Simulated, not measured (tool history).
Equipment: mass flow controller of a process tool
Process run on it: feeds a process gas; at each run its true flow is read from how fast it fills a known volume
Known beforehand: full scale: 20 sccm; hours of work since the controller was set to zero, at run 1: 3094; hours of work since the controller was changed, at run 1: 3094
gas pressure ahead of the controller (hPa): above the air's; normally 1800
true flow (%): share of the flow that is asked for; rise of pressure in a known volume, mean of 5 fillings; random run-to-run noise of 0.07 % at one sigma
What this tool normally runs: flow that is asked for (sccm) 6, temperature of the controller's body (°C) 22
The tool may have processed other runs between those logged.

run	hour	flow that is asked for (sccm)	gas pressure ahead of the controller (hPa)	temperature of the controller's body (°C)	hours of work since the controller was set to zero	hours of work since the controller was changed	true flow (%)
1	0.0	6	1800	22	3094	3094	94.58
2	102.6	16	1800	22	3159	3159	97.13
3	179.3	6	1430	22	3207	3207	94.79
4	259.6	6	1800	22	3257	3257	94.40
5	357.1	6	1800	22	3318	3318	94.35
6	448.3	6	1800	22	3375	3375	94.23
7	557.8	6	1800	22	3443	3443	94.10
8	658.4	6	1800	22	3506	3506	94.03
9	743.0	6	1800	22	3559	3559	93.94
10	811.7	6	1800	22	3602	3602	93.85
11	905.0	6	1800	22	3660	3660	93.89
12	999.3	6	2500	22	3719	3719	93.26
13	1093.4	6	1840	22	3778	3778	93.80
14	1224.0	6	1840	22	3860	3860	93.51
15	1288.6	3	1800	22	3900	3900	89.75
16	1347.9	3	1800	22	3937	3937	89.56
# hour 1356.7: controller's zero set anew
17	1448.2	3	1800	22	57	4000	84.55
18	1519.0	3	1800	22	101	4044	84.46
19	1582.2	3	1800	22	141	4083	84.38
20	1691.8	3	1800	22	209	4152	84.45
21	1773.6	6	1800	27	261	4203	91.17
22	1880.3	6	1800	27	327	4270	91.21
23	2002.1	4	1800	27	403	4346	87.63
# hour 2037.1: controller's zero set anew, once more
24	2132.3	4	1800	31	60	4427	97.34
25	2198.7	4	1800	31	101	4468	97.31
26	2267.7	4	1800	31	144	4512	97.18
27	2343.9	6	1800	29	192	4559	97.30
28	2400.6	5	1510	26	227	4595	97.02
29	2515.6	5	1510	26	299	4667	96.84
30	2589.0	5	1510	26	345	4712	96.78
31	2686.0	6	2760	22	406	4773	95.59
32	2817.5	12	2070	30	488	4855	97.77
33	2898.7	12	2070	30	539	4906	97.63
34	2990.5	19	2220	35	596	4964	98.76
35	3120.4	19	2220	35	677	5045	98.61
36	3177.3	19	2220	35	713	5080	98.64
37	3237.3	2	2200	35	750	5118	94.89
38	3304.5	2	2200	35	792	5160	94.73
39	3374.4	16	1800	22	836	5204	97.24
40	3440.8	16	1800	22	878	5245	97.34
41	3531.9	11	2070	26	935	5302	96.89
42	3628.2	11	2070	26	995	5362	96.74
43	3707.7	16	2070	23	1045	5412	97.08
44	3809.7	16	2310	39	1108	5476	98.53
45	3938.6	5	1660	39	1189	5556	96.90
46	4002.6	5	1660	39	1229	5596	96.80
47	4110.7	6	2030	23	1296	5664	95.04
48	4215.6	20	1640	30	1362	5730	98.27

What if the next run were any one of these 3? Each begins from the tool's condition after run 48:
A	4286.3	11	1640	23	1406	5774	?
B	4286.3	13	1900	22	1406	5774	?
C	4286.3	20	1640	21	1406	5774	?

run	true flow (%)
A	96.46
B	96.29
C	97.34
What these runs would have given with no unlogged condition in the tool:
run	true flow (%)
A	99.33
B	99.03
C	99.85
